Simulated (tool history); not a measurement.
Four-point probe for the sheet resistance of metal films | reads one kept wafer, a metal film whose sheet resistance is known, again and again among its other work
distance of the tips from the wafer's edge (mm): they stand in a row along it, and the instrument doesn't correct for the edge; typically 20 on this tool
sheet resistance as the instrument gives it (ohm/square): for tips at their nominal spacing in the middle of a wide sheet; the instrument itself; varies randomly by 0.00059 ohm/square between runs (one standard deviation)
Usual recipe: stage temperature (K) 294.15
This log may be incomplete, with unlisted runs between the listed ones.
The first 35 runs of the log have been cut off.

| run | day | stage temperature (K) | distance of the tips from the wafer's edge (mm) | touches since the probe head was changed | hours of work since the stage's thermometer was calibrated | sheet resistance as the instrument gives it (ohm/square) |
|---|---|---|---|---|---|---|
| 36 | 67.533 | 297.15 | 20 | 122756 | 1600 | 2.90553 |
| 37 | 69.871 | 300.15 | 20 | 124847 | 1630 | 2.8999 |
| 38 | 72.458 | 303.15 | 15 | 127165 | 1663 | 2.895346 |
| 39 | 73.9 | 303.15 | 15 | 128454 | 1681 | 2.896786 |
| 40 | 75.7 | 294.15 | 58 | 130067 | 1705 | 2.909005 |
| 41 | 77.85 | 294.15 | 58 | 131989 | 1732 | 2.908432 |
| 42 | 79.012 | 294.15 | 58 | 133031 | 1747 | 2.90837 |
|  | 80.658 | stage's thermometer calibrated |
| 43 | 81.729 | 294.15 | 58 | 135442 | 14 | 2.903439 |
| 44 | 83.567 | 294.15 | 58 | 137088 | 37 | 2.902855 |

What if the next run were any one of these 5? Each begins from the tool's condition after run 44:
| A | 85.138 | 296.15 | 14 | 138492 | 57 | ? |
| B | 85.138 | 297.15 | 28 | 138492 | 57 | ? |
| C | 85.138 | 308.15 | 37 | 138492 | 57 | ? |
| D | 85.138 | 303.15 | 21 | 138492 | 57 | ? |
| E | 85.138 | 298.15 | 58 | 138492 | 57 | ? |

| run | sheet resistance as the instrument gives it (ohm/square) |
|---|---|
| A | 2.905884 |
| B | 2.89798 |
| C | 2.873652 |
| D | 2.886071 |
| E | 2.893775 |
The same runs, with their run-to-run variation unchanged, on a tool lacking any hidden condition would have given:
| run | sheet resistance as the instrument gives it (ohm/square) |
|---|---|
| A | 2.934357 |
| B | 2.926382 |
| C | 2.901842 |
| D | 2.91437 |
| E | 2.92214 |
